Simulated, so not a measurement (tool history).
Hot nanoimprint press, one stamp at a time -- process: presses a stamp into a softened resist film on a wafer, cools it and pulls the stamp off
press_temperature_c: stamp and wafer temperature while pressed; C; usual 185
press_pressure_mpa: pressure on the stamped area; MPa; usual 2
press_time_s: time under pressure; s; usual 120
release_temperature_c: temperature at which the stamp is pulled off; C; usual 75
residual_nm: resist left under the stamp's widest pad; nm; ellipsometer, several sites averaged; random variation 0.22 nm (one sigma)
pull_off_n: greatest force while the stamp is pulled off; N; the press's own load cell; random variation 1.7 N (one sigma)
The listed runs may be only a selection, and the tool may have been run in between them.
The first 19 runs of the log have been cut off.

| run | day | press_temperature_c | press_pressure_mpa | press_time_s | release_temperature_c | residual_nm | pull_off_n |
|---|---|---|---|---|---|---|---|
|  | 21.046 | gauge calibrated |
| 20 | 21.112 | 185 | 2 | 76 | 75 | 203.7 | 155 |
| 21 | 22.158 | 185 | 2 | 76 | 75 | 204.1 | 155 |
| 22 | 23.538 | 183 | 3.03 | 93 | 75 | 162.7 | 157 |
| 23 | 24.958 | 183 | 3.03 | 93 | 75 | 163.6 | 153 |
| 24 | 25.75 | 183 | 3.03 | 93 | 75 | 163.3 | 153 |
| 25 | 27.112 | 192 | 2 | 81 | 75 | 170.3 | 156 |
| 26 | 28.179 | 174 | 2.77 | 63 | 78 | 244.1 | 145 |
|  | 29.262 | stamp cleaned and given a new release coat |
| 27 | 29.946 | 183 | 2 | 106 | 75 | 192 | 153 |
|  | 30.871 | plate thermocouple calibrated |
| 28 | 31.367 | 183 | 2 | 106 | 75 | 192.9 | 155 |
| 29 | 32.688 | 183 | 2 | 106 | 75 | 193.1 | 153 |
| 30 | 33.779 | 185 | 1.95 | 120 | 68 | 178.6 | 179 |

What if the next run were any one of these 3? Each begins from the tool's condition after run 30:
| A | 35.033 | 185 | 1.6 | 120 | 78 | ? | ? |
| B | 35.033 | 189 | 2 | 120 | 75 | ? | ? |
| C | 35.033 | 185 | 1.7 | 90 | 68 | ? | ? |

| run | residual_nm | pull_off_n |
|---|---|---|
| A | 196.3 | 145 |
| B | 159.5 | 158 |
| C | 210.4 | 177 |
The same runs, with their run-to-run variation unchanged, on a tool lacking any hidden condition would have given:
| run | residual_nm | pull_off_n |
|---|---|---|
| A | 194.2 | 144 |
| B | 157.8 | 157 |
| C | 208.2 | 176 |
